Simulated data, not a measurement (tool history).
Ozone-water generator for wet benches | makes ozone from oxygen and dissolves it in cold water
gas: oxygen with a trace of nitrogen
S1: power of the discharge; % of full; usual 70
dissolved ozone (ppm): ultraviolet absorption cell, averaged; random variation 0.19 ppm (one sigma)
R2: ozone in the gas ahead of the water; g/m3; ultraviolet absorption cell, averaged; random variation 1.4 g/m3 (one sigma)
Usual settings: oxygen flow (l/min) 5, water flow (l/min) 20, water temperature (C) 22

Run 1, hour 0: usual settings. Result: dissolved ozone (ppm) 21.2, R2 201 g/m3.
Run 2, hour 106.1: usual settings. Result: dissolved ozone (ppm) 21, R2 200.2 g/m3.
Run 3, hour 292.8: usual settings. Result: dissolved ozone (ppm) 20.9, R2 201.4 g/m3.
Run 4, hour 506.6: usual settings. Result: dissolved ozone (ppm) 20.4, R2 198.5 g/m3.
At hour 691: electrodes of the discharge changed.
Run 5, hour 695.6: usual settings. Result: dissolved ozone (ppm) 26.7, R2 255.6 g/m3.
Run 6, hour 790.6: usual settings but S1 41 % of full. Result: dissolved ozone (ppm) 16, R2 155.6 g/m3.
Run 7, hour 975.8: usual settings but S1 41 % of full. Result: dissolved ozone (ppm) 15.9, R2 155.9 g/m3.
Run 8, hour 1142.9: usual settings but water temperature (C) 27. Result: dissolved ozone (ppm) 24.2, R2 252.8 g/m3.
Run 9, hour 1347: usual settings but water flow (l/min) 22. Result: dissolved ozone (ppm) 23.6, R2 250.2 g/m3.
Run 10, hour 1517: usual settings but water flow (l/min) 22. Result: dissolved ozone (ppm) 23.9, R2 249.9 g/m3.
Run 11, hour 1662.5: usual settings but water flow (l/min) 22. Result: dissolved ozone (ppm) 23.7, R2 246.9 g/m3.
Run 12, hour 1802.6: usual settings but S1 57 % of full, water flow (l/min) 22. Result: dissolved ozone (ppm) 19.5, R2 205.8 g/m3.
Run 13, hour 1943.4: usual settings but S1 57 % of full, water flow (l/min) 22. Result: dissolved ozone (ppm) 19.4, R2 205.5 g/m3.
Run 14, hour 2137.2: usual settings but S1 44 % of full. Result: dissolved ozone (ppm) 16.5, R2 161.9 g/m3.
Run 15, hour 2250.1: usual settings but S1 44 % of full. Result: dissolved ozone (ppm) 16.7, R2 161.2 g/m3.
Run 16, hour 2444: usual settings but S1 44 % of full. Result: dissolved ozone (ppm) 16.5, R2 160.6 g/m3.
Run 17, hour 2634.9: usual settings but water flow (l/min) 15. Result: dissolved ozone (ppm) 29.4, R2 242.2 g/m3.
At hour 2705.1: contactor cleaned.
Run 18, hour 2796.8: usual settings but S1 49 % of full, oxygen flow (l/min) 5.39, water flow (l/min) 26, water temperature (C) 14. Result: dissolved ozone (ppm) 16.7, R2 171.1 g/m3.
Run 19, hour 2893.9: usual settings but S1 49 % of full, oxygen flow (l/min) 5.39, water flow (l/min) 26, water temperature (C) 14. Result: dissolved ozone (ppm) 17.1, R2 171.1 g/m3.
Run 20, hour 3112.3: usual settings but oxygen flow (l/min) 6.44. Result: dissolved ozone (ppm) 26, R2 218 g/m3.
Run 21, hour 3305.8: usual settings but S1 94 % of full, oxygen flow (l/min) 6.47, water temperature (C) 15. Result: dissolved ozone (ppm) 37.5, R2 277.4 g/m3.
At hour 3323.5: water thermometer calibrated.
Run 22, hour 3472.8: usual settings but oxygen flow (l/min) 6.18, water flow (l/min) 14, water temperature (C) 16. Result: dissolved ozone (ppm) 35.2, R2 218.5 g/m3.
Run 23, hour 3610.6: usual settings but water flow (l/min) 12, water temperature (C) 29. Result: dissolved ozone (ppm) 29.5, R2 234.3 g/m3.
Run 24, hour 3764: usual settings but S1 73 % of full, oxygen flow (l/min) 5.63, water flow (l/min) 18, water temperature (C) 27. Result: dissolved ozone (ppm) 24.7, R2 232.3 g/m3.
Run 25, hour 3962.8: usual settings but S1 62 % of full, oxygen flow (l/min) 5.48, water flow (l/min) 25, water temperature (C) 23. Result: dissolved ozone (ppm) 18.2, R2 200.9 g/m3.
Run 26, hour 4122.8: usual settings but S1 62 % of full, oxygen flow (l/min) 5.48, water flow (l/min) 25, water temperature (C) 23. Result: dissolved ozone (ppm) 17.8, R2 201.3 g/m3.
At hour 4148.3: water thermometer calibrated, once more.
Run 27, hour 4227.8: usual settings but water flow (l/min) 24. Result: dissolved ozone (ppm) 20.7, R2 230.2 g/m3.
Run 28, hour 4363.2: usual settings but S1 53 % of full, water temperature (C) 16. Result: dissolved ozone (ppm) 20.6, R2 180.1 g/m3.
Run 29, hour 4480.7: usual settings but S1 80 % of full, water flow (l/min) 23, water temperature (C) 16. Result: dissolved ozone (ppm) 25.9, R2 255.7 g/m3.
Run 30, hour 4682.7: usual settings but S1 80 % of full, water flow (l/min) 23, water temperature (C) 16. Result: dissolved ozone (ppm) 25.6, R2 252.1 g/m3.
Run 31, hour 4779.9: usual settings but S1 80 % of full, water flow (l/min) 23, water temperature (C) 16. Result: dissolved ozone (ppm) 25.7, R2 250.9 g/m3.
Run 32, hour 4924.8: usual settings but S1 46 % of full, water temperature (C) 18. Result: dissolved ozone (ppm) 17.7, R2 159.9 g/m3.

Forecast each of these 4 alternatives for the next run:
Run A, hour 5134.8: usual settings but oxygen flow (l/min) 4.29. Result: dissolved ozone (ppm) ?, R2 ?.
Run B, hour 5134.8: usual settings but water temperature (C) 26. Result: dissolved ozone (ppm) ?, R2 ?.
Run C, hour 5134.8: usual settings but S1 46 % of full, water temperature (C) 23. Result: dissolved ozone (ppm) ?, R2 ?.
Run D, hour 5134.8: usual settings but S1 46 % of full, oxygen flow (l/min) 3.5, water temperature (C) 18. Result: dissolved ozone (ppm) ?, R2 ?.

run  dissolved ozone (ppm)     R2
  A                   22.6  235.8
  B                   21.6  225.1
  C                   16.2  158.6
  D                   15.7  180.9
Without the tool's hidden state the same runs would have given:
run  dissolved ozone (ppm)     R2
  A                   26.3  267.3
  B                   25.1  255.2
  C                   17.9  171.8
  D                   17.4  195.8
